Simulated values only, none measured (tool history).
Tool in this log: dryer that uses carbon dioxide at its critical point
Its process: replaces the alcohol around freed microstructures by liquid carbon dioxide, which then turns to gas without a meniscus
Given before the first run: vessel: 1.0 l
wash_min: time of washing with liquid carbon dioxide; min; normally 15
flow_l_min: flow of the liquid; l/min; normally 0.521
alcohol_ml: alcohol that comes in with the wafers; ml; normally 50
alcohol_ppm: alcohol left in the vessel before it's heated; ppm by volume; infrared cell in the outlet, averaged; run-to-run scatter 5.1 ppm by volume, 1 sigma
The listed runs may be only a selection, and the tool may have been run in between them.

| run | hour | wash_min | flow_l_min | alcohol_ml | alcohol_ppm |
|---|---|---|---|---|---|
| 1 | 0.0 | 15 | 0.521 | 50 | 215 |
| 2 | 28.6 | 15 | 0.521 | 50 | 214 |
| 3 | 43.8 | 15 | 0.350 | 50 | 987 |
| 4 | 65.8 | 15 | 0.350 | 50 | 1032 |
| 5 | 83.5 | 15 | 0.350 | 31 | 669 |
| 6 | 103.7 | 15 | 0.350 | 31 | 670 |
| 7 | 131.1 | 15 | 0.350 | 31 | 692 |
| 8 | 153.6 | 15 | 0.350 | 31 | 697 |
| 9 | 179.2 | 15 | 0.350 | 109 | 2218 |
| 10 | 201.4 | 15 | 0.350 | 109 | 2315 |
| 11 | 235.3 | 15 | 0.350 | 109 | 2335 |
| 12 | 265.7 | 15 | 0.350 | 109 | 2366 |
| 13 | 289.9 | 15 | 0.350 | 109 | 2420 |
| 14 | 314.2 | 23 | 0.593 | 47 | 106 |
|  | 322.4 | inlet filter changed |
| 15 | 347.4 | 17 | 0.313 | 24 | 377 |
| 16 | 372.2 | 17 | 0.313 | 24 | 393 |
| 17 | 389.8 | 17 | 0.759 | 66 | 107 |
| 18 | 412.4 | 17 | 0.521 | 49 | 146 |
| 19 | 443.7 | 17 | 0.421 | 88 | 357 |
| 20 | 463.8 | 17 | 0.421 | 88 | 361 |
| 21 | 485.1 | 14 | 0.881 | 88 | 111 |
| 22 | 514.6 | 15 | 0.521 | 38 | 167 |
| 23 | 530.3 | 12 | 0.513 | 96 | 781 |

Consider 4 possible next runs. They are alternatives, not a sequence: every one starts from the tool as it was left by run 23. What does each give?
| A | 547.2 | 17 | 0.513 | 96 | ? |
| B | 547.2 | 12 | 0.646 | 21 | ? |
| C | 547.2 | 20 | 0.513 | 57 | ? |
| D | 547.2 | 16 | 0.332 | 49 | ? |

| run | alcohol_ppm |
|---|---|
| A | 210 |
| B | 159 |
| C | 131 |
| D | 747 |
Take away the tool's hidden state, keep each run's random variation, and the runs would have read:
| run | alcohol_ppm |
|---|---|
| A | 77 |
| B | 37 |
| C | 17 |
| D | 545 |

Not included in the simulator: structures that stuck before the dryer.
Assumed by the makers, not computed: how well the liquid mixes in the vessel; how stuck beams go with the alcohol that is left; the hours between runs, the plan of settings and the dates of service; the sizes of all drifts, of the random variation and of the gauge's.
